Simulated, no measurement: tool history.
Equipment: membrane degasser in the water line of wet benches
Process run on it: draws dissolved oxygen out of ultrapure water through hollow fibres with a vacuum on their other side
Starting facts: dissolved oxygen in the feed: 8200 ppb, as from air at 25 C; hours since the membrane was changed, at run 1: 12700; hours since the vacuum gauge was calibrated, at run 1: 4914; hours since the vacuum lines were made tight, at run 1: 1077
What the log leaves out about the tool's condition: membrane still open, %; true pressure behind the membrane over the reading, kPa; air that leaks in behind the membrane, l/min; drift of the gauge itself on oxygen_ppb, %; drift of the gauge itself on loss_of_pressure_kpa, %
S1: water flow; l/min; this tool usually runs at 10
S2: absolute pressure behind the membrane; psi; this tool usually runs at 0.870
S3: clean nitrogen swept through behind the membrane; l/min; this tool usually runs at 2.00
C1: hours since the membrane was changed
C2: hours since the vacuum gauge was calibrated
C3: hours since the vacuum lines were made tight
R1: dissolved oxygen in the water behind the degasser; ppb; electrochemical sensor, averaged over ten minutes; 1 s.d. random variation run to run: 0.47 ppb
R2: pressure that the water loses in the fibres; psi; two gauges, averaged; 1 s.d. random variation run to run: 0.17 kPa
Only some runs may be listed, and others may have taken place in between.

run 1 hour=0.0 | S1=10 S2=0.870 S3=2.00 | C1=12700 C2=4914 C3=1077 | R1=39.5 R2=4.052
run 2 hour=191.3 | S1=10 S2=0.870 S3=2.00 | C1=12892 C2=5105 C3=1268 | R1=39.4 R2=4.038
run 3 hour=369.8 | S1=10 S2=0.870 S3=2.00 | C1=13070 C2=5284 C3=1447 | R1=39.0 R2=4.042
-- hour=495.6 vacuum gauge calibrated
run 4 hour=593.9 | S1=10 S2=0.804 S3=2.00 | C1=13294 C2=98 C3=1670 | R1=30.6 R2=4.048
run 5 hour=766.4 | S1=10 S2=0.870 S3=2.00 | C1=13466 C2=271 C3=1843 | R1=35.8 R2=4.090
run 6 hour=1054.2 | S1=10 S2=0.870 S3=2.00 | C1=13754 C2=559 C3=2131 | R1=36.3 R2=4.035
run 7 hour=1319.7 | S1=10 S2=0.870 S3=2.00 | C1=14020 C2=824 C3=2396 | R1=36.9 R2=4.042
run 8 hour=1578.2 | S1=10 S2=0.870 S3=2.00 | C1=14278 C2=1083 C3=2655 | R1=36.9 R2=4.073
run 9 hour=1830.0 | S1=10 S2=0.870 S3=2.00 | C1=14530 C2=1334 C3=2907 | R1=36.9 R2=4.047
run 10 hour=1961.0 | S1=10 S2=2.019 S3=3.13 | C1=14661 C2=1465 C3=3037 | R1=88.9 R2=4.074
run 11 hour=2220.3 | S1=15 S2=0.870 S3=2.00 | C1=14920 C2=1725 C3=3297 | R1=58.5 R2=6.073
run 12 hour=2457.9 | S1=10 S2=0.534 S3=4.09 | C1=15158 C2=1962 C3=3534 | R1=6.1 R2=4.090
run 13 hour=2696.2 | S1=7 S2=0.522 S3=2.00 | C1=15396 C2=2201 C3=3773 | R1=5.3 R2=2.867

Predict each of these 3 candidate next runs independently; none follows another, all start after run 13:
run A hour=2874.5 | S1=12 S2=0.870 S3=2.00 | C1=15574 C2=2379 C3=3951 | R1=? R2=?
run B hour=2874.5 | S1=10 S2=1.394 S3=2.29 | C1=15574 C2=2379 C3=3951 | R1=? R2=?
run C hour=2874.5 | S1=10 S2=1.875 S3=1.29 | C1=15574 C2=2379 C3=3951 | R1=? R2=?

run=A R1=45.9 R2=4.928
run=B R1=74.7 R2=4.094
run=C R1=186.7 R2=4.106
Take away the tool's hidden state, keep each run's random variation, and the runs would have read:
run=A R1=42.7 R2=4.680
run=B R1=71.3 R2=3.888
run=C R1=180.5 R2=3.900
